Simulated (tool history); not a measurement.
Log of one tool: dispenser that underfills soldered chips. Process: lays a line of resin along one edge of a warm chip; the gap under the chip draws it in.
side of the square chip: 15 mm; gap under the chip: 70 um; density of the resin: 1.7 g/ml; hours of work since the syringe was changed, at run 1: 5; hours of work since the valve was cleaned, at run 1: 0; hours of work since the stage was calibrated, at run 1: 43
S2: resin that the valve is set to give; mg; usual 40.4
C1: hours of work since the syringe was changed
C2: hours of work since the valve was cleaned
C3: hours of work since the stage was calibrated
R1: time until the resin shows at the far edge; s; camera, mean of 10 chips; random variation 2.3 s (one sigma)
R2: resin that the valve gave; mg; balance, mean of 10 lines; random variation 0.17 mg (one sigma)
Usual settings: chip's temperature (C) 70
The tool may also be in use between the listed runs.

Run 1, hour 0: usual settings; C1 5; C2 0; C3 43. Result: R1 319.4 s, R2 40.26 mg.
Run 2, hour 2.5: usual settings; C1 7; C2 2; C3 45. Result: R1 354.2 s, R2 40.5 mg.
At hour 3.9: new syringe of resin.
Run 3, hour 6: usual settings; C1 1; C2 4; C3 47. Result: R1 254.1 s, R2 40.44 mg.
Run 4, hour 9.6: usual settings; C1 4; C2 6; C3 50. Result: R1 302.2 s, R2 40.04 mg.
Run 5, hour 11.9: usual settings but chip's temperature (C) 67; C1 5; C2 8; C3 51. Result: R1 371.9 s, R2 40.1 mg.
At hour 15.1: new syringe of resin.
Run 6, hour 15.5: usual settings but chip's temperature (C) 78, S2 35.5 mg; C1 0; C2 10; C3 53. Result: R1 190.3 s, R2 35.16 mg.
Run 7, hour 17.9: usual settings but chip's temperature (C) 77, S2 37.8 mg; C1 2; C2 11; C3 55. Result: R1 219.3 s, R2 37.49 mg.
Run 8, hour 20: usual settings but chip's temperature (C) 77, S2 37.8 mg; C1 3; C2 13; C3 56. Result: R1 241.9 s, R2 37.24 mg.

The next listed run, before its measurement:
Run 9, hour 22.6: usual settings but chip's temperature (C) 77, S2 37.8 mg; C1 5; C2 15; C3 58. Result: R1 ?, R2 ?.

Run 9 gave R1 272.2 s, R2 37.45 mg.
Without the tool's hidden state the same run would have given R1 191.4 s, R2 37.91 mg.
